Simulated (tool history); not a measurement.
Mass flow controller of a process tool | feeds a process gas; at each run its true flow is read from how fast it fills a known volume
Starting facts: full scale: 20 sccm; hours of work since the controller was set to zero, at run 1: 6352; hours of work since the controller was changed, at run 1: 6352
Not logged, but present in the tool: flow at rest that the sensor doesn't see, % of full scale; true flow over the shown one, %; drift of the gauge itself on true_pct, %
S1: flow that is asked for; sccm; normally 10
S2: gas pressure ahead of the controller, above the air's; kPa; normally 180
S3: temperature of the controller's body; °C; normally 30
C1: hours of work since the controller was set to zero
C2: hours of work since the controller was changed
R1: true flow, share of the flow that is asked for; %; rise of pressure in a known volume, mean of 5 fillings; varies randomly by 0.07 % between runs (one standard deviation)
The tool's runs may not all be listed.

run	hour	S1	S2	S3	C1	C2	R1
1	0.0	10	180	30	6352	6352	98.63
2	116.2	10	180	36	6444	6444	98.05
3	276.9	10	180	36	6571	6571	98.04
4	390.0	10	180	36	6661	6661	98.16
5	500.7	10	180	36	6749	6749	98.04
6	593.2	19	180	30	6822	6822	99.48
7	678.9	14	189	21	6889	6889	100.02
8	805.9	6	157	28	6990	6990	98.66
9	908.3	14	197	37	7071	7071	98.37
# hour 981.7: controller exchanged for a calibrated one
10	1052.1	2	235	37	56	56	96.90

Below are 4 alternative next runs, each starting from the tool's condition after run 10. Predict each:
A	1193.7	3	164	30	168	168	?
B	1193.7	2	235	39	168	168	?
C	1193.7	5	151	24	168	168	?
D	1193.7	2	180	30	168	168	?

run	R1
A	98.21
B	96.69
C	98.95
D	97.97
The same runs, with their run-to-run variation unchanged, on a tool lacking any hidden condition would have given:
run	R1
A	98.20
B	96.69
C	98.95
D	97.97

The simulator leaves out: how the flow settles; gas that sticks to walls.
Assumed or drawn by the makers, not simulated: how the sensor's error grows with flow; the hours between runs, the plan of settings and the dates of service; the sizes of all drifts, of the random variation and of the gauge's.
